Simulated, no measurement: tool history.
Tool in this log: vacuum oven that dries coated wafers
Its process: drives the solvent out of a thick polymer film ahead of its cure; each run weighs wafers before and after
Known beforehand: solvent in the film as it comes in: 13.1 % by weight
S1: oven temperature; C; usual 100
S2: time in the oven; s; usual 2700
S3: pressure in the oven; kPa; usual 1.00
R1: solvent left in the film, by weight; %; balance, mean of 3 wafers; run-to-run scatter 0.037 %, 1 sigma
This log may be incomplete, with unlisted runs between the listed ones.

run 1 hour=0.0 | S1=100 S2=2700 S3=1.00 | R1=2.13
run 2 hour=27.5 | S1=100 S2=2700 S3=1.00 | R1=2.08
run 3 hour=44.6 | S1=100 S2=2700 S3=1.00 | R1=2.18
run 4 hour=70.2 | S1=100 S2=2700 S3=0.97 | R1=2.07
run 5 hour=85.6 | S1=100 S2=2700 S3=1.00 | R1=2.19
run 6 hour=103.3 | S1=104 S2=2700 S3=1.00 | R1=1.61
run 7 hour=134.2 | S1=100 S2=2700 S3=1.00 | R1=2.20
run 8 hour=157.8 | S1=100 S2=2700 S3=1.00 | R1=2.19
run 9 hour=192.7 | S1=114 S2=2700 S3=1.00 | R1=0.63
run 10 hour=223.1 | S1=114 S2=2700 S3=1.00 | R1=0.69
run 11 hour=253.5 | S1=114 S2=2700 S3=1.00 | R1=0.67
run 12 hour=279.6 | S1=114 S2=2700 S3=1.00 | R1=0.62
run 13 hour=295.6 | S1=114 S2=2700 S3=1.00 | R1=0.67
run 14 hour=325.9 | S1=92 S2=2700 S3=1.00 | R1=3.61
run 15 hour=353.5 | S1=100 S2=4740 S3=1.00 | R1=0.89
run 16 hour=367.8 | S1=100 S2=4440 S3=1.00 | R1=1.02
run 17 hour=382.6 | S1=100 S2=4440 S3=1.00 | R1=1.09
run 18 hour=402.9 | S1=100 S2=2700 S3=1.00 | R1=2.19
run 19 hour=436.4 | S1=100 S2=2700 S3=3.58 | R1=3.20
run 20 hour=466.3 | S1=100 S2=2700 S3=3.58 | R1=3.23
run 21 hour=499.7 | S1=94 S2=2880 S3=3.22 | R1=4.00
run 22 hour=517.9 | S1=87 S2=1860 S3=0.86 | R1=6.03
run 23 hour=532.9 | S1=100 S2=3480 S3=1.00 | R1=1.51
-- hour=537.1 oven's thermocouples calibrated
run 24 hour=568.9 | S1=90 S2=2880 S3=2.54 | R1=4.61
run 25 hour=588.9 | S1=90 S2=2880 S3=2.54 | R1=4.68
run 26 hour=605.1 | S1=89 S2=2700 S3=2.05 | R1=4.91
run 27 hour=638.3 | S1=89 S2=2700 S3=2.05 | R1=4.85
run 28 hour=653.6 | S1=89 S2=2460 S3=0.50 | R1=4.45
run 29 hour=683.8 | S1=89 S2=2460 S3=0.50 | R1=4.47
run 30 hour=715.1 | S1=89 S2=2460 S3=0.50 | R1=4.45
-- hour=723.6 oven's thermocouples calibrated, once more
run 31 hour=745.1 | S1=105 S2=3060 S3=0.50 | R1=0.99
run 32 hour=773.6 | S1=100 S2=2700 S3=2.45 | R1=2.60
run 33 hour=804.4 | S1=100 S2=2700 S3=2.45 | R1=2.58
run 34 hour=827.4 | S1=100 S2=1620 S3=2.56 | R1=4.36
run 35 hour=849.1 | S1=86 S2=1620 S3=2.56 | R1=7.09
run 36 hour=864.8 | S1=86 S2=1620 S3=2.56 | R1=7.07

Each row is a separate what-if for the run after 36, all from the same tool condition, not one after another. Results?
run A hour=891.0 | S1=103 S2=2700 S3=1.00 | R1=?
run B hour=891.0 | S1=115 S2=2220 S3=1.26 | R1=?
run C hour=891.0 | S1=111 S2=2100 S3=3.06 | R1=?
run D hour=891.0 | S1=100 S2=2700 S3=0.78 | R1=?

run=A R1=1.77
run=B R1=0.95
run=C R1=1.95
run=D R1=2.07
With the hidden condition removed and each run's random variation left untouched, the same runs would have given:
run=A R1=1.72
run=B R1=0.92
run=C R1=1.91
run=D R1=2.01
